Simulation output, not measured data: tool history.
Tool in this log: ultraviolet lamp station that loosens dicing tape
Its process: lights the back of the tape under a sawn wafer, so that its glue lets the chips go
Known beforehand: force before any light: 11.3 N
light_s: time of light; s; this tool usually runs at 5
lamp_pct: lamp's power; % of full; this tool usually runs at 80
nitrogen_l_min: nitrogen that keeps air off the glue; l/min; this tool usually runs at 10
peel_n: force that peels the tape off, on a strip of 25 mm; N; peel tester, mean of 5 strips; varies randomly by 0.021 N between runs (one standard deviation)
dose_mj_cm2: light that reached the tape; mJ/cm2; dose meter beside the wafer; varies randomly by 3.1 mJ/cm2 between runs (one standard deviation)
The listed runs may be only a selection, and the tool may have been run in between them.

{"run": 1, "hour": 0.0, "light_s": 5, "lamp_pct": 80, "nitrogen_l_min": 10, "peel_n": 3.003, "dose_mj_cm2": 259}
{"run": 2, "hour": 59.2, "light_s": 5, "lamp_pct": 71, "nitrogen_l_min": 10, "peel_n": 3.452, "dose_mj_cm2": 226}
{"hour": 75.1, "done": "lamp changed"}
{"run": 3, "hour": 123.5, "light_s": 5, "lamp_pct": 80, "nitrogen_l_min": 10, "peel_n": 1.25, "dose_mj_cm2": 440}
{"run": 4, "hour": 175.0, "light_s": 5, "lamp_pct": 80, "nitrogen_l_min": 10, "peel_n": 1.254, "dose_mj_cm2": 423}
{"run": 5, "hour": 216.0, "light_s": 5, "lamp_pct": 75, "nitrogen_l_min": 10, "peel_n": 1.559, "dose_mj_cm2": 398}
{"run": 6, "hour": 262.2, "light_s": 5, "lamp_pct": 75, "nitrogen_l_min": 10, "peel_n": 1.596, "dose_mj_cm2": 393}
{"hour": 299.9, "done": "window cleaned of glue's vapour"}
{"run": 7, "hour": 304.0, "light_s": 5, "lamp_pct": 75, "nitrogen_l_min": 10, "peel_n": 1.652, "dose_mj_cm2": 377}
{"run": 8, "hour": 333.7, "light_s": 5, "lamp_pct": 75, "nitrogen_l_min": 10, "peel_n": 1.66, "dose_mj_cm2": 373}
{"run": 9, "hour": 363.4, "light_s": 5, "lamp_pct": 75, "nitrogen_l_min": 10, "peel_n": 1.681, "dose_mj_cm2": 369}
{"run": 10, "hour": 406.8, "light_s": 5, "lamp_pct": 75, "nitrogen_l_min": 10, "peel_n": 1.804, "dose_mj_cm2": 363}
{"run": 11, "hour": 448.4, "light_s": 5, "lamp_pct": 75, "nitrogen_l_min": 10, "peel_n": 1.768, "dose_mj_cm2": 357}
{"run": 12, "hour": 493.1, "light_s": 5, "lamp_pct": 80, "nitrogen_l_min": 8, "peel_n": 1.969, "dose_mj_cm2": 375}
{"hour": 518.6, "done": "window cleaned of glue's vapour, once more"}
{"run": 13, "hour": 527.2, "light_s": 5, "lamp_pct": 80, "nitrogen_l_min": 10, "peel_n": 1.247, "dose_mj_cm2": 430}
{"run": 14, "hour": 558.6, "light_s": 5, "lamp_pct": 80, "nitrogen_l_min": 10, "peel_n": 1.273, "dose_mj_cm2": 426}
{"run": 15, "hour": 603.0, "light_s": 5, "lamp_pct": 80, "nitrogen_l_min": 10, "peel_n": 1.402, "dose_mj_cm2": 420}
{"run": 16, "hour": 662.6, "light_s": 5, "lamp_pct": 80, "nitrogen_l_min": 10, "peel_n": 1.385, "dose_mj_cm2": 409}
{"run": 17, "hour": 713.4, "light_s": 5, "lamp_pct": 80, "nitrogen_l_min": 10, "peel_n": 1.435, "dose_mj_cm2": 404}
{"run": 18, "hour": 765.8, "light_s": 5, "lamp_pct": 80, "nitrogen_l_min": 10, "peel_n": 1.537, "dose_mj_cm2": 395}
{"run": 19, "hour": 827.9, "light_s": 5, "lamp_pct": 80, "nitrogen_l_min": 10, "peel_n": 1.599, "dose_mj_cm2": 389}
{"run": 20, "hour": 867.6, "light_s": 5, "lamp_pct": 80, "nitrogen_l_min": 10, "peel_n": 1.652, "dose_mj_cm2": 388}
{"run": 21, "hour": 930.3, "light_s": 5, "lamp_pct": 80, "nitrogen_l_min": 4, "peel_n": 3.024, "dose_mj_cm2": 375}
{"run": 22, "hour": 985.3, "light_s": 3, "lamp_pct": 78, "nitrogen_l_min": 15, "peel_n": 3.026, "dose_mj_cm2": 215}
{"run": 23, "hour": 1037.3, "light_s": 8, "lamp_pct": 89, "nitrogen_l_min": 9, "peel_n": 0.602, "dose_mj_cm2": 642}
{"run": 24, "hour": 1093.1, "light_s": 2, "lamp_pct": 67, "nitrogen_l_min": 7, "peel_n": 6.384, "dose_mj_cm2": 117}
{"hour": 1116.8, "done": "window cleaned of glue's vapour"}
{"run": 25, "hour": 1134.7, "light_s": 4, "lamp_pct": 98, "nitrogen_l_min": 7, "peel_n": 2.179, "dose_mj_cm2": 367}
{"run": 26, "hour": 1193.4, "light_s": 7, "lamp_pct": 80, "nitrogen_l_min": 18, "peel_n": 0.514, "dose_mj_cm2": 515}
{"run": 27, "hour": 1234.6, "light_s": 7, "lamp_pct": 80, "nitrogen_l_min": 18, "peel_n": 0.553, "dose_mj_cm2": 517}
{"run": 28, "hour": 1274.6, "light_s": 2, "lamp_pct": 81, "nitrogen_l_min": 18, "peel_n": 4.306, "dose_mj_cm2": 148}
{"run": 29, "hour": 1330.0, "light_s": 2, "lamp_pct": 81, "nitrogen_l_min": 18, "peel_n": 4.355, "dose_mj_cm2": 144}
{"run": 30, "hour": 1374.9, "light_s": 5, "lamp_pct": 69, "nitrogen_l_min": 5, "peel_n": 3.457, "dose_mj_cm2": 302}
{"run": 31, "hour": 1433.9, "light_s": 5, "lamp_pct": 66, "nitrogen_l_min": 5, "peel_n": 3.94, "dose_mj_cm2": 280}
{"run": 32, "hour": 1473.7, "light_s": 5, "lamp_pct": 100, "nitrogen_l_min": 3, "peel_n": 3.202, "dose_mj_cm2": 423}
{"run": 33, "hour": 1504.5, "light_s": 2, "lamp_pct": 75, "nitrogen_l_min": 3, "peel_n": 7.536, "dose_mj_cm2": 125}
{"run": 34, "hour": 1559.7, "light_s": 2, "lamp_pct": 69, "nitrogen_l_min": 3, "peel_n": 8.093, "dose_mj_cm2": 111}
{"run": 35, "hour": 1598.1, "light_s": 5, "lamp_pct": 98, "nitrogen_l_min": 5, "peel_n": 2.547, "dose_mj_cm2": 390}
{"run": 36, "hour": 1624.4, "light_s": 5, "lamp_pct": 98, "nitrogen_l_min": 5, "peel_n": 2.618, "dose_mj_cm2": 389}
{"run": 37, "hour": 1655.8, "light_s": 5, "lamp_pct": 62, "nitrogen_l_min": 4, "peel_n": 5.02, "dose_mj_cm2": 234}
{"run": 38, "hour": 1711.5, "light_s": 5, "lamp_pct": 70, "nitrogen_l_min": 14, "peel_n": 2.374, "dose_mj_cm2": 265}

The next listed run, before its measurement:
{"hour": 1716.5, "done": "window cleaned of glue's vapour"}
{"run": 39, "hour": 1773.4, "light_s": 5, "lamp_pct": 70, "nitrogen_l_min": 14, "peel_n": "?", "dose_mj_cm2": "?"}

For run 39 the tool returned peel_n 2.110 N, dose_mj_cm2 280 mJ/cm2.
Take away the tool's hidden state, keep the run-to-run variation as it was, and the same run would have given peel_n 1.010 N, dose_mj_cm2 419 mJ/cm2.
